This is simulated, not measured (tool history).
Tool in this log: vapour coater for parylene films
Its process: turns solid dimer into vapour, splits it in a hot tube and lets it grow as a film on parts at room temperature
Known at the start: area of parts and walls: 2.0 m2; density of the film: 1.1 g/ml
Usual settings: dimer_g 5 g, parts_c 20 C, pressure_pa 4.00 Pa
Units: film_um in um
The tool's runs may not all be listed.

| run | hour | dimer_g | parts_c | pressure_pa | film_um |
|---|---|---|---|---|---|
| 1 | 0.0 | 5 | 20 | 4.00 | 1.77 |
| 2 | 11.9 | 5 | 20 | 3.01 | 1.89 |
| 3 | 23.3 | 5 | 20 | 10.73 | 1.39 |
| 4 | 32.3 | 5 | 20 | 10.73 | 1.41 |
| 5 | 41.6 | 5 | 20 | 4.00 | 1.75 |
| 6 | 48.6 | 5 | 20 | 4.00 | 1.77 |
| 7 | 62.7 | 5 | 20 | 4.00 | 1.75 |
| 8 | 70.4 | 6 | 20 | 4.00 | 2.13 |
| 9 | 84.7 | 5 | 20 | 2.42 | 1.95 |
| 10 | 93.9 | 5 | 20 | 7.15 | 1.53 |
| 11 | 102.3 | 5 | 20 | 5.28 | 1.65 |
| 12 | 109.8 | 5 | 24 | 5.28 | 1.53 |
| 13 | 119.1 | 5 | 30 | 5.28 | 1.33 |
| 14 | 133.9 | 5 | 30 | 5.28 | 1.33 |
| 15 | 147.9 | 5 | 20 | 4.15 | 1.75 |
| 16 | 161.4 | 4 | 20 | 4.00 | 1.40 |
| 17 | 169.8 | 3 | 13 | 5.54 | 1.13 |
| 18 | 177.7 | 2 | 16 | 7.50 | 0.64 |
| 19 | 186.8 | 2 | 13 | 8.01 | 0.70 |
| 20 | 196.8 | 5 | 20 | 4.00 | 1.75 |
| 21 | 210.2 | 5 | 20 | 4.00 | 1.74 |
| 22 | 221.3 | 4 | 27 | 4.00 | 1.21 |
| 23 | 236.2 | 9 | 31 | 4.29 | 2.46 |

Consider 5 possible next runs. They are alternatives, not a sequence: every one starts from the tool as it was left by run 23. What does each give?
| A | 246.2 | 9 | 18 | 2.22 | ? |
| B | 246.2 | 2 | 20 | 4.33 | ? |
| C | 246.2 | 4 | 20 | 4.00 | ? |
| D | 246.2 | 3 | 23 | 4.00 | ? |
| E | 246.2 | 5 | 16 | 2.18 | ? |

| run | film_um |
|---|---|
| A | 3.77 |
| B | 0.71 |
| C | 1.38 |
| D | 0.96 |
| E | 2.20 |
The same runs, with their run-to-run variation unchanged, on a tool lacking any hidden condition would have given:
| run | film_um |
|---|---|
| A | 3.85 |
| B | 0.72 |
| C | 1.41 |
| D | 0.98 |
| E | 2.25 |
